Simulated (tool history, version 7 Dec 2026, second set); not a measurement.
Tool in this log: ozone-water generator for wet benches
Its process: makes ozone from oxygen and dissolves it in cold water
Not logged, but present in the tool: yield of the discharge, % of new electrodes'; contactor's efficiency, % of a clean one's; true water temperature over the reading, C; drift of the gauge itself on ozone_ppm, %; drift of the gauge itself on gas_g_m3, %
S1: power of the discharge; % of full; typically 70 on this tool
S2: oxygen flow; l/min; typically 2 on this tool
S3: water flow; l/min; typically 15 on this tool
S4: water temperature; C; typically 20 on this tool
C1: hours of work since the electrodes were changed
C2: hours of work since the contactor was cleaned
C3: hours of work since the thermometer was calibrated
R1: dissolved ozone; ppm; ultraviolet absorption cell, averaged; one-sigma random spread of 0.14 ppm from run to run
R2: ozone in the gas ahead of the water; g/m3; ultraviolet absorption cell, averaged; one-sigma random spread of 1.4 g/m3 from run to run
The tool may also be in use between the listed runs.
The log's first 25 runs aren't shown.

{"run": 26, "day": 84.329, "S1": 70, "S2": 1.22, "S3": 12, "S4": 27, "C1": 1972, "C2": 4127, "C3": 3134, "R1": 17.5, "R2": 319.2}
{"run": 27, "day": 87.367, "S1": 70, "S2": 1.22, "S3": 12, "S4": 27, "C1": 2029, "C2": 4184, "C3": 3190, "R1": 17.2, "R2": 322.3}
{"run": 28, "day": 91.042, "S1": 70, "S2": 1.22, "S3": 12, "S4": 27, "C1": 2097, "C2": 4252, "C3": 3258, "R1": 17.5, "R2": 320.8}
{"run": 29, "day": 95.792, "S1": 86, "S2": 1.88, "S3": 12, "S4": 27, "C1": 2185, "C2": 4340, "C3": 3346, "R1": 21.7, "R2": 305.6}
{"run": 30, "day": 99.583, "S1": 86, "S2": 1.88, "S3": 12, "S4": 27, "C1": 2255, "C2": 4410, "C3": 3417, "R1": 21.8, "R2": 304.7}
{"run": 31, "day": 102.571, "S1": 86, "S2": 1.88, "S3": 13, "S4": 27, "C1": 2311, "C2": 4466, "C3": 3472, "R1": 19.9, "R2": 303.2}
{"run": 32, "day": 106.792, "S1": 63, "S2": 1.88, "S3": 11, "S4": 27, "C1": 2389, "C2": 4544, "C3": 3550, "R1": 19.7, "R2": 255.1}
{"run": 33, "day": 111.55, "S1": 64, "S2": 3.31, "S3": 15, "S4": 13, "C1": 2477, "C2": 4632, "C3": 3638, "R1": 20.2, "R2": 203.2}

Each row is a separate what-if for the run after 33, all from the same tool condition, not one after another. Results?
{"day": 112.3, "done": "contactor cleaned"}
{"run": "A", "day": 113.7, "S1": 66, "S2": 1.89, "S3": 15, "S4": 25, "C1": 2514, "C2": 26, "C3": 3675, "R1": "?", "R2": "?"}
{"day": 112.3, "done": "contactor cleaned"}
{"run": "B", "day": 113.7, "S1": 70, "S2": 2.17, "S3": 23, "S4": 20, "C1": 2514, "C2": 26, "C3": 3675, "R1": "?", "R2": "?"}
{"day": 112.3, "done": "contactor cleaned"}
{"run": "C", "day": 113.7, "S1": 64, "S2": 3.31, "S3": 16, "S4": 13, "C1": 2514, "C2": 26, "C3": 3675, "R1": "?", "R2": "?"}
{"day": 112.3, "done": "contactor cleaned"}
{"run": "D", "day": 113.7, "S1": 64, "S2": 2.95, "S3": 15, "S4": 21, "C1": 2514, "C2": 26, "C3": 3675, "R1": "?", "R2": "?"}

run=A R1=15.8 R2=262
run=B R1=11.4 R2=255.4
run=C R1=18.8 R2=204.3
run=D R1=17.9 R2=215.9
Take away the tool's hidden state, keep each run's random variation, and the runs would have read:
run=A R1=15.8 R2=253.5
run=B R1=11.4 R2=247.1
run=C R1=18.8 R2=197.7
run=D R1=17.9 R2=208.9

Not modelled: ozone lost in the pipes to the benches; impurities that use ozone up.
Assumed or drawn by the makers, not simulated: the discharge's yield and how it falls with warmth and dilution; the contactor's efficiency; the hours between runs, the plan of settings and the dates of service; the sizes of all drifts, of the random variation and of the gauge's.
